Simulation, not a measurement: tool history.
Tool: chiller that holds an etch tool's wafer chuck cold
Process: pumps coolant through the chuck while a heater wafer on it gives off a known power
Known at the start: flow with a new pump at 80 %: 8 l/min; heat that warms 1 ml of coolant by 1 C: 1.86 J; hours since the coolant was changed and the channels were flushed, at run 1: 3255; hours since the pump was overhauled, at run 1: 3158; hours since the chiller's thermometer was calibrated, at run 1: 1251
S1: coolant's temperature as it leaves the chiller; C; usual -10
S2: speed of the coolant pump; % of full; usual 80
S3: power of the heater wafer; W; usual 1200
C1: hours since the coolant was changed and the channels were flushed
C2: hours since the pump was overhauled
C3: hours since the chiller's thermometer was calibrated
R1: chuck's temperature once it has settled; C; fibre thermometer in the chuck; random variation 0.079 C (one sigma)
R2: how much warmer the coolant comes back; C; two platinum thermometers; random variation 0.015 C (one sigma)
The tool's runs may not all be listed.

run,day,S1,S2,S3,C1,C2,C3,R1,R2
1,0,-10,80,1200,3255,3158,1251,-0.46,5.09
2,0.992,-10,67,1200,3279,3182,1275,1.02,6.02
# day 2.392: coolant changed, channels flushed
3,2.667,-10,67,1200,7,3216,1309,0.49,6.05
4,3.404,-5,80,1200,24,3233,1327,3.9,5.1
5,4.104,-10,80,1130,41,3250,1343,-1.52,4.79
6,5.067,-10,80,1130,64,3273,1366,-1.45,4.81
7,5.879,-10,80,1130,84,3293,1386,-1.53,4.8
8,6.617,-10,80,1587,101,3310,1404,1.78,6.75
9,7.583,-10,80,757,125,3334,1427,-4.34,3.23
10,8.292,-10,80,659,142,3351,1444,-4.82,2.81
11,9.417,-13,80,1200,169,3378,1471,-3.96,5.12
12,10.375,-10,80,1760,192,3401,1494,3.07,7.5
# day 10.738: coolant pump overhauled
13,11.467,-10,80,1760,213,17,1515,3.46,7.68
14,12.167,-10,80,1760,230,34,1532,3.37,7.69
15,13.067,-9,66,1364,251,56,1553,3.22,7.18
16,14.392,0,73,1612,283,88,1585,13.24,7.71
# day 14.838: coolant pump overhauled, once more
17,15.8,0,73,1612,312,23,1614,12.47,7.13
18,16.512,-12,80,1606,329,40,1631,-0.43,6.49
19,17.229,-7,64,1265,346,57,1648,3.9,6.36
20,18.583,-13,92,1179,379,90,1681,-5.48,4.18
21,19.812,-11,74,1793,408,119,1710,2.75,7.86
22,20.692,-11,74,1793,429,141,1731,2.69,7.82
23,22.071,-8,90,1793,462,174,1764,3.75,6.52
24,23.396,-8,90,1793,494,205,1796,3.81,6.53
25,24.733,-3,90,722,526,238,1828,1.8,2.62
26,25.6,-12,86,1021,547,258,1849,-4.94,3.88
27,26.65,-19,89,1362,572,284,1874,-9.93,4.98
28,28.188,-15,84,1185,609,320,1911,-6.73,4.61

Forecast each of these 4 alternatives for the next run:
A,29.496,-11,100,1658,640,352,1943,?,?
B,29.496,-15,63,1704,640,352,1943,?,?
C,29.496,-4,86,1556,640,352,1943,?,?
D,29.496,-3,84,1040,640,352,1943,?,?

run,R1,R2
A,-1.04,5.43
B,0.07,8.69
C,6.64,5.9
D,4.17,4.04
Without the tool's hidden state the same runs would have given:
run,R1,R2
A,-1.52,5.39
B,-0.49,8.63
C,6.16,5.86
D,3.75,4.02
